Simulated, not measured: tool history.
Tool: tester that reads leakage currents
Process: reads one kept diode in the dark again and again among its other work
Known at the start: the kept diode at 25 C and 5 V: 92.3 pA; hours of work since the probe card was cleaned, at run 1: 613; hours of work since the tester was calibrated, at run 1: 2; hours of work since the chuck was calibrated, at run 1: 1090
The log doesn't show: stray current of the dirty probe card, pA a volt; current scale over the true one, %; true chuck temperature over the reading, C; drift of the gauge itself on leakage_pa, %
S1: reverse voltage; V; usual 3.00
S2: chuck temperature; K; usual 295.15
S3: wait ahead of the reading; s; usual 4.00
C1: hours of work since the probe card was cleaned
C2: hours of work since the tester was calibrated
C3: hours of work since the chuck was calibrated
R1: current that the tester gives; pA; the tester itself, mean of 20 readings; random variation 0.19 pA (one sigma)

run     day     S1      S2    S3    C1   C2    C3      R1
  1   0.000   3.00  295.15  4.00   613    2  1090   60.06
  2   0.746   3.00  295.15  4.00   624   14  1102   60.25
  3   1.512   3.00  295.15  2.25   636   26  1114   60.42
  4   2.742   3.00  295.15  4.00   656   45  1133   59.95
  5   4.038   3.00  295.15  0.46   676   65  1153   61.97
  6   5.058   3.00  295.15  4.00   692   81  1169   60.37
  7   6.250   3.00  295.15  4.00   710  100  1188   60.15
  8   7.229  13.49  295.15  4.00   726  115  1203  107.87
  9   8.617   3.00  295.15  5.94   747  137  1225   60.14
 10  10.200   3.00  295.15  5.94   772  162  1250   60.44
 11  11.762   3.00  295.15  8.71   797  186  1274   60.01
 12  12.475   3.00  295.15  1.27   808  197  1285   60.56
 13  13.800   3.00  295.15  4.00   828  218  1306   60.18
 14  15.146   3.00  295.15  4.00   849  239  1327   60.13
 15  16.438   3.00  295.15  4.00   870  259  1347   60.18
 16  17.612   3.00  311.15  4.00   888  277  1365  189.63
 17  18.283   3.00  332.15  4.00   898  288  1376  733.82
 18  19.392   3.00  332.15  4.00   916  305  1393  731.05
 19  20.292   3.00  332.15  4.00   930  319  1407  731.78
 20  21.404   3.00  332.15  3.75   947  337  1425  737.36
 21  23.025   3.00  295.15  4.00   972  362  1450   59.93
 22  23.925   3.00  295.15  4.00   987  376  1464   60.18
 23  25.017   1.52  295.15  3.06  1004  393  1481   46.52
 24  26.592   3.00  320.15  4.00  1028  418  1506  344.37
 25  27.808   3.34  327.15  6.57  1047  437  1525  558.82
 26  28.871   3.34  327.15  6.57  1064  453  1541  556.41
 27  29.621   3.02  305.15  4.00  1075  465  1553  124.41
 28  30.375   9.18  303.15  1.72  1087  477  1565  166.68
 29  31.771   7.60  299.15  0.45  1109  498  1586  119.69
 30  32.992  11.03  300.15  4.00  1128  518  1606  143.37
 31  34.096   2.71  295.15  2.68  1145  535  1623   57.83
 32  35.692   2.71  295.15  2.68  1170  560  1648   57.58
 33  36.638   2.35  309.15  1.01  1185  575  1662  150.63
 34  37.450   1.57  309.15  1.01  1198  587  1675  129.87
 35  38.762   4.73  295.15  0.59  1218  608  1696   73.78
     39.892  -- chuck's temperature calibrated
 36  39.892   1.78  303.15  0.54  1235  624     0   93.49
 37  40.879   1.78  303.15  0.54  1250  639    15   93.31
 38  42.217   1.78  303.15  8.08  1271  660    36   92.28
 39  43.292   1.38  307.15  4.00  1288  677    53  111.75
 40  44.096   3.00  317.15  9.71  1300  690    66  293.57
 41  45.208   3.00  317.15  9.71  1318  707    83  292.93

How the hidden state differs across the entries between the runs, from the last listed run before each to the first after it:
Between runs 35 and 36: chuck's temperature calibrated (day 39.892)
  stray current of the dirty probe card, pA a volt: 0.604 -> 0.612; current scale over the true one, %: 0.24 -> 0.25; true chuck temperature over the reading, C: -0.67 -> -0.07
  measured less the result without the state, R1: -0.67 -> +0.86 pA
